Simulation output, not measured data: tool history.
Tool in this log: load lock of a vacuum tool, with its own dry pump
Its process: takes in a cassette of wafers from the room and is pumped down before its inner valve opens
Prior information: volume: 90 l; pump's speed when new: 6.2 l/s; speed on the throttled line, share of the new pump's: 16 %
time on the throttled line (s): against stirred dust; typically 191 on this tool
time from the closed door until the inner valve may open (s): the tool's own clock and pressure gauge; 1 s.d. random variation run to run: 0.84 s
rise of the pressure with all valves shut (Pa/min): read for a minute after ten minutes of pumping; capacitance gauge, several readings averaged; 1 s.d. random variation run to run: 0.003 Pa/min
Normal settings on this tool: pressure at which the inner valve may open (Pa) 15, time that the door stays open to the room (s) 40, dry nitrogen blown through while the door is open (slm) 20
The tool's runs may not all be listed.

run,hour,time on the throttled line (s),pressure at which the inner valve may open (Pa),time that the door stays open to the room (s),dry nitrogen blown through while the door is open (slm),"incoming humidity of the room's air, %",time from the closed door until the inner valve may open (s),rise of the pressure with all valves shut (Pa/min)
1,0.0,191,15,40,20,46.8,288.8,0.014
2,108.3,191,15,40,20,45.0,289.4,0.016
3,222.4,191,15,40,20,45.2,288.9,0.016
4,314.4,191,15,40,20,44.9,288.9,0.016
5,381.5,266,15,40,20,45.5,352.3,0.012
6,439.1,266,15,40,20,48.6,352.8,0.017
7,521.4,266,15,40,20,44.9,351.6,0.017
8,597.7,266,15,40,20,45.0,352.6,0.010
9,696.6,266,15,40,20,44.7,353.8,0.013
10,772.3,191,15,40,20,45.7,289.7,0.015
11,869.5,191,15,40,20,44.1,290.4,0.014
12,949.9,191,15,40,20,40.0,292.0,0.014
13,1050.0,191,15,40,20,44.9,288.8,0.014
14,1148.1,191,15,40,20,44.0,289.7,0.014
15,1256.6,253,15,40,20,41.0,342.7,0.018
16,1321.6,191,15,40,20,48.9,288.8,0.016
17,1439.1,191,15,100,20,47.0,289.7,0.028
18,1509.7,192,15,40,20,42.3,291.9,0.013
# hour 1521.8: dry pump taken out, an overhauled one fitted
19,1616.3,191,23,236,12,42.5,283.5,0.054
20,1741.3,191,23,236,12,45.4,284.1,0.054
21,1856.5,141,16,65,12,41.8,247.3,0.020
22,1940.5,165,11,65,18,43.8,271.9,0.024
23,2036.9,139,23,40,7,45.7,239.5,0.020
24,2133.1,139,23,40,7,45.4,240.5,0.023
25,2222.5,139,23,40,7,45.5,238.8,0.016
26,2299.2,139,23,40,7,44.8,239.7,0.026
27,2356.9,191,15,40,7,45.2,289.2,0.023
28,2463.1,128,18,33,8,43.5,233.3,0.016
29,2586.2,191,13,79,19,42.7,291.3,0.020
30,2655.8,191,14,40,7,42.9,290.2,0.022
31,2741.5,191,25,40,7,45.0,281.1,0.018
32,2841.3,191,25,40,7,46.2,282.3,0.020
33,2955.4,191,25,40,7,43.0,283.4,0.017
34,3012.9,132,18,139,39,45.0,236.7,0.018
35,3104.9,175,29,40,20,44.7,267.1,0.014
36,3220.8,344,20,40,12,43.6,414.7,0.017

Here are 3 independent what-if runs from the current tool condition. What would each one return?
A,3333.2,344,20,44,12,47.8,?,?
B,3333.2,344,20,109,17,38.6,?,?
C,3333.2,191,15,77,20,45.4,?,?

run,time from the closed door until the inner valve may open (s),rise of the pressure with all valves shut (Pa/min)
A,414.2,0.024
B,414.7,0.021
C,288.8,0.021
Without the tool's hidden state the same runs would have given:
run,time from the closed door until the inner valve may open (s),rise of the pressure with all valves shut (Pa/min)
A,414.2,0.024
B,414.7,0.021
C,288.8,0.021
